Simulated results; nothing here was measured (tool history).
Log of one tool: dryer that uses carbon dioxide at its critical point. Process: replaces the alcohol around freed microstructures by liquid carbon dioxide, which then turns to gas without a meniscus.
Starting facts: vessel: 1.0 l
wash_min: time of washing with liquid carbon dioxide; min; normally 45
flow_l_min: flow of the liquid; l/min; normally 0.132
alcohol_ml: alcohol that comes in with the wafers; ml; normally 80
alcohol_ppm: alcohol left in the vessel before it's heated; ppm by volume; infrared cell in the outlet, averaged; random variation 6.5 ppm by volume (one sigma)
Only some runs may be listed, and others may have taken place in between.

Run 1, day 0: usual settings. Result: alcohol_ppm 294 ppm by volume.
Run 2, day 0.508: usual settings. Result: alcohol_ppm 306 ppm by volume.
Run 3, day 0.883: usual settings. Result: alcohol_ppm 315 ppm by volume.
Run 4, day 1.371: usual settings. Result: alcohol_ppm 315 ppm by volume.
Run 5, day 1.746: usual settings. Result: alcohol_ppm 310 ppm by volume.
Run 6, day 2.079: usual settings but wash_min 36 min. Result: alcohol_ppm 951 ppm by volume.
Run 7, day 2.433: usual settings but wash_min 36 min. Result: alcohol_ppm 936 ppm by volume.
Run 8, day 2.779: usual settings. Result: alcohol_ppm 316 ppm by volume.
Run 9, day 3.221: usual settings. Result: alcohol_ppm 311 ppm by volume.
Run 10, day 3.533: usual settings. Result: alcohol_ppm 333 ppm by volume.
Run 11, day 3.992: usual settings. Result: alcohol_ppm 322 ppm by volume.
Run 12, day 4.371: usual settings but wash_min 36 min, alcohol_ml 43 ml. Result: alcohol_ppm 504 ppm by volume.
Run 13, day 4.6: usual settings but flow_l_min 0.139 l/min, alcohol_ml 61 ml. Result: alcohol_ppm 191 ppm by volume.
Run 14, day 4.95: usual settings but flow_l_min 0.139 l/min, alcohol_ml 61 ml. Result: alcohol_ppm 198 ppm by volume.
Run 15, day 5.321: usual settings but flow_l_min 0.139 l/min, alcohol_ml 61 ml. Result: alcohol_ppm 197 ppm by volume.
Run 16, day 5.733: usual settings but wash_min 28 min, alcohol_ml 82 ml. Result: alcohol_ppm 2604 ppm by volume.
Run 17, day 6.096: usual settings but wash_min 62 min, flow_l_min 0.14 l/min, alcohol_ml 103 ml. Result: alcohol_ppm 51 ppm by volume.
Run 18, day 6.35: usual settings but wash_min 62 min, flow_l_min 0.14 l/min, alcohol_ml 103 ml. Result: alcohol_ppm 56 ppm by volume.
Run 19, day 6.775: usual settings but wash_min 60 min, flow_l_min 0.147 l/min, alcohol_ml 62 ml. Result: alcohol_ppm 28 ppm by volume.
Run 20, day 7.258: usual settings but wash_min 35 min, alcohol_ml 65 ml. Result: alcohol_ppm 887 ppm by volume.
Run 21, day 7.604: usual settings but wash_min 37 min, flow_l_min 0.196 l/min, alcohol_ml 22 ml. Result: alcohol_ppm 53 ppm by volume.

Alternative continuations, all from the tool just after run 21; predict every row:
Run A, day 8.1: usual settings but flow_l_min 0.083 l/min, alcohol_ml 28 ml. Result: alcohol_ppm ?.
Run B, day 8.1: usual settings but wash_min 27 min, flow_l_min 0.109 l/min, alcohol_ml 30 ml. Result: alcohol_ppm ?.
Run C, day 8.1: usual settings but wash_min 48 min, flow_l_min 0.138 l/min. Result: alcohol_ppm ?.
Run D, day 8.1: usual settings but wash_min 66 min, alcohol_ml 30 ml. Result: alcohol_ppm ?.
Run E, day 8.1: usual settings but flow_l_min 0.141 l/min, alcohol_ml 56 ml. Result: alcohol_ppm ?.

run  alcohol_ppm
  A          949
  B         1987
  C          190
  D           33
  E          186
With the hidden condition removed and each run's random variation left untouched, the same runs would have given:
run  alcohol_ppm
  A          839
  B         1815
  C          140
  D            9
  E          140
